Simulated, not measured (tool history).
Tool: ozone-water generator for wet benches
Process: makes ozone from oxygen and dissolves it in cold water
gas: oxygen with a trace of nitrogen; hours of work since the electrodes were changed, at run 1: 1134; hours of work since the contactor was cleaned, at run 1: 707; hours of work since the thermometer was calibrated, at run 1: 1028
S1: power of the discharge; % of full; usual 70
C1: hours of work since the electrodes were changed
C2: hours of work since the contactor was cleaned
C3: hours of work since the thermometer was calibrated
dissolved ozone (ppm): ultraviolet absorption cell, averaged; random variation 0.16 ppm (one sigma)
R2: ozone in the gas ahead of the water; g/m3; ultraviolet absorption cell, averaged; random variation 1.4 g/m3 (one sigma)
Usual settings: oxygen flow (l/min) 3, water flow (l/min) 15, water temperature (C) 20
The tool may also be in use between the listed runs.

Run 1, hour 0: usual settings; C1 1134; C2 707; C3 1028. Result: dissolved ozone (ppm) 20.3, R2 252.3 g/m3.
Run 2, hour 61.8: usual settings but S1 54 % of full; C1 1192; C2 765; C3 1086. Result: dissolved ozone (ppm) 17.4, R2 219.1 g/m3.
Run 3, hour 153.1: usual settings but S1 54 % of full, oxygen flow (l/min) 2.24; C1 1278; C2 851; C3 1172. Result: dissolved ozone (ppm) 16, R2 243.8 g/m3.
Run 4, hour 222.9: usual settings; C1 1344; C2 917; C3 1238. Result: dissolved ozone (ppm) 19.7, R2 250.2 g/m3.
Run 5, hour 277.1: usual settings; C1 1395; C2 968; C3 1289. Result: dissolved ozone (ppm) 20, R2 251.4 g/m3.
Run 6, hour 353: usual settings; C1 1467; C2 1039; C3 1361. Result: dissolved ozone (ppm) 19.8, R2 249.5 g/m3.
Run 7, hour 441.1: usual settings; C1 1550; C2 1122; C3 1444. Result: dissolved ozone (ppm) 19.9, R2 248.2 g/m3.
Run 8, hour 512.2: usual settings but water temperature (C) 18; C1 1617; C2 1189; C3 1511. Result: dissolved ozone (ppm) 20.3, R2 249 g/m3.
Run 9, hour 568.3: usual settings but oxygen flow (l/min) 4.69; C1 1670; C2 1242; C3 1564. Result: dissolved ozone (ppm) 21.7, R2 208.7 g/m3.
Run 10, hour 651.3: usual settings but oxygen flow (l/min) 4.69; C1 1748; C2 1320; C3 1642. Result: dissolved ozone (ppm) 21.6, R2 211.2 g/m3.
Run 11, hour 720.7: usual settings but oxygen flow (l/min) 4.69; C1 1813; C2 1386; C3 1707. Result: dissolved ozone (ppm) 21.3, R2 209.2 g/m3.
Run 12, hour 769: usual settings but oxygen flow (l/min) 4.69; C1 1859; C2 1431; C3 1753. Result: dissolved ozone (ppm) 21.3, R2 209.8 g/m3.
Run 13, hour 826.7: usual settings but oxygen flow (l/min) 4.69; C1 1913; C2 1486; C3 1807. Result: dissolved ozone (ppm) 21.1, R2 209.7 g/m3.
Run 14, hour 910.5: usual settings but oxygen flow (l/min) 4.69; C1 1992; C2 1565; C3 1886. Result: dissolved ozone (ppm) 21.1, R2 211.2 g/m3.
At hour 918.9: contactor cleaned.
Run 15, hour 976.9: usual settings but S1 69 % of full; C1 2051; C2 55; C3 1945. Result: dissolved ozone (ppm) 19.2, R2 247.7 g/m3.
Run 16, hour 1038: usual settings but S1 69 % of full; C1 2109; C2 112; C3 2002. Result: dissolved ozone (ppm) 19.6, R2 246.7 g/m3.
At hour 1068.8: contactor cleaned, once more.
Run 17, hour 1134.4: usual settings but S1 55 % of full, oxygen flow (l/min) 2.27, water temperature (C) 17; C1 2196; C2 62; C3 2090. Result: dissolved ozone (ppm) 16.9, R2 241.4 g/m3.
Run 18, hour 1194.8: usual settings but S1 56 % of full, water temperature (C) 21; C1 2253; C2 119; C3 2146. Result: dissolved ozone (ppm) 17.3, R2 222.6 g/m3.
Run 19, hour 1238.3: usual settings but S1 46 % of full, oxygen flow (l/min) 2.84, water flow (l/min) 9, water temperature (C) 27; C1 2294; C2 160; C3 2187. Result: dissolved ozone (ppm) 20.9, R2 202.2 g/m3.
Run 20, hour 1329.2: usual settings but S1 46 % of full, oxygen flow (l/min) 2.84, water flow (l/min) 9, water temperature (C) 27; C1 2379; C2 245; C3 2273. Result: dissolved ozone (ppm) 21, R2 203 g/m3.
Run 21, hour 1430.6: usual settings but water flow (l/min) 14; C1 2475; C2 341; C3 2369. Result: dissolved ozone (ppm) 20.9, R2 247.1 g/m3.
Run 22, hour 1492.7: usual settings but S1 44 % of full, oxygen flow (l/min) 3.55, water temperature (C) 17; C1 2533; C2 399; C3 2427. Result: dissolved ozone (ppm) 16.7, R2 182.3 g/m3.
Run 23, hour 1595.3: usual settings but S1 44 % of full, oxygen flow (l/min) 3.55, water temperature (C) 17; C1 2630; C2 496; C3 2524. Result: dissolved ozone (ppm) 16.5, R2 180.2 g/m3.
Run 24, hour 1696.8: usual settings but S1 44 % of full, oxygen flow (l/min) 3.55, water temperature (C) 17; C1 2726; C2 592; C3 2620. Result: dissolved ozone (ppm) 16.6, R2 180 g/m3.
Run 25, hour 1750.1: usual settings but S1 44 % of full, oxygen flow (l/min) 3.55, water temperature (C) 17; C1 2776; C2 642; C3 2670. Result: dissolved ozone (ppm) 16.6, R2 181.3 g/m3.
Run 26, hour 1843.1: usual settings but S1 44 % of full, oxygen flow (l/min) 3.55, water temperature (C) 17; C1 2864; C2 730; C3 2757. Result: dissolved ozone (ppm) 16.8, R2 181.1 g/m3.
Run 27, hour 1946.1: usual settings but S1 44 % of full, oxygen flow (l/min) 3.55, water temperature (C) 17; C1 2961; C2 827; C3 2854. Result: dissolved ozone (ppm) 16.4, R2 181.5 g/m3.
Run 28, hour 2038.2: usual settings but S1 44 % of full, oxygen flow (l/min) 3.55, water temperature (C) 17; C1 3048; C2 914; C3 2941. Result: dissolved ozone (ppm) 16.5, R2 178.8 g/m3.
Run 29, hour 2110.4: usual settings but S1 44 % of full, oxygen flow (l/min) 2.99, water temperature (C) 14; C1 3115; C2 982; C3 3009. Result: dissolved ozone (ppm) 16.6, R2 193.1 g/m3.
Run 30, hour 2176.5: usual settings but S1 98 % of full, oxygen flow (l/min) 2.99, water flow (l/min) 12, water temperature (C) 14; C1 3178; C2 1044; C3 3072. Result: dissolved ozone (ppm) 30, R2 291.9 g/m3.
Run 31, hour 2270.6: usual settings but water flow (l/min) 18; C1 3267; C2 1133; C3 3160. Result: dissolved ozone (ppm) 16.5, R2 243.2 g/m3.
Run 32, hour 2364.1: usual settings but oxygen flow (l/min) 5.06, water flow (l/min) 18; C1 3355; C2 1221; C3 3248. Result: dissolved ozone (ppm) 18.1, R2 199.2 g/m3.

Hidden state at the last listed run before each entry between runs and at the first one after, where it differs:
Between runs 14 and 15: contactor cleaned (hour 918.9)
  yield of the discharge, % of new electrodes': 96.7 -> 96.6; contactor's efficiency, % of a clean one's: 96.9 -> 95.3
  measured less the result without the state, dissolved ozone (ppm): -1.2 -> -1.2; R2: -7.1 -> -8.6 g/m3
Between runs 16 and 17: contactor cleaned, once more (hour 1068.8)
  yield of the discharge, % of new electrodes': 96.6 -> 96.4; contactor's efficiency, % of a clean one's: 95.2 -> 99.6
  measured less the result without the state, dissolved ozone (ppm): -1.2 -> -0.6; R2: -8.7 -> -7.8 g/m3
